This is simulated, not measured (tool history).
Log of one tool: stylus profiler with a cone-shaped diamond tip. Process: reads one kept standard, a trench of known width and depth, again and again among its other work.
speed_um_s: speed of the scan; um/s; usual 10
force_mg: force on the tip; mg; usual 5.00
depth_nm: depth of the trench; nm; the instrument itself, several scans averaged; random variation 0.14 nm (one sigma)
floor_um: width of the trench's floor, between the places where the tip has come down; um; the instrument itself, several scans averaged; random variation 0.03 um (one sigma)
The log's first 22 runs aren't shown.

run	hour	speed_um_s	force_mg	scans with this tip	hours of work since the height scale was calibrated	depth_nm	floor_um
23	695.4	4	5.00	4327	1018	508.44	15.13
24	737.6	10	6.38	4465	1051	510.30	15.09
25	763.5	10	6.38	4550	1071	510.30	15.17
26	801.2	18	6.81	4674	1100	510.91	15.13
27	842.5	19	5.55	4809	1132	509.03	15.00
28	873.4	15	5.32	4911	1155	508.72	15.08
29	907.8	15	5.32	5023	1182	508.43	15.02
30	931.6	3	14.27	5101	1200	519.38	15.08
31	976.3	3	2.59	5248	1235	504.01	15.05
32	1011.7	10	5.95	5364	1262	509.35	15.06
33	1034.4	19	7.45	5438	1279	511.31	15.01
34	1072.3	24	5.33	5562	1309	508.44	15.02
35	1111.0	24	5.33	5689	1338	507.88	15.01
36	1137.3	15	9.99	5775	1359	514.14	15.03
37	1183.0	3	1.84	5925	1394	502.24	15.00
38	1205.6	13	6.86	5999	1411	509.95	15.01
39	1236.6	6	1.74	6100	1435	502.12	15.03
40	1258.7	8	12.31	6173	1452	516.38	15.01
41	1287.2	7	5.51	6266	1474	508.04	15.02
42	1314.4	7	4.27	6355	1495	506.30	14.97
43	1360.3	7	4.27	6506	1531	506.04	14.91
44	1380.5	24	4.89	6572	1546	506.96	14.89
45	1423.9	24	4.89	6714	1580	506.91	14.92
46	1468.3	19	1.81	6860	1614	501.60	14.92
47	1505.5	5	2.30	6982	1643	502.42	14.97

Forecast each of these 3 alternatives for the next run:
A	1540.7	7	2.77	7097	1670	?	?
B	1540.7	3	3.80	7097	1670	?	?
C	1540.7	10	5.61	7097	1670	?	?

run	depth_nm	floor_um
A	502.99	14.94
B	505.09	14.89
C	507.77	14.91
Without the tool's hidden state the same runs would have given:
run	depth_nm	floor_um
A	507.25	15.66
B	509.37	15.61
C	512.07	15.62

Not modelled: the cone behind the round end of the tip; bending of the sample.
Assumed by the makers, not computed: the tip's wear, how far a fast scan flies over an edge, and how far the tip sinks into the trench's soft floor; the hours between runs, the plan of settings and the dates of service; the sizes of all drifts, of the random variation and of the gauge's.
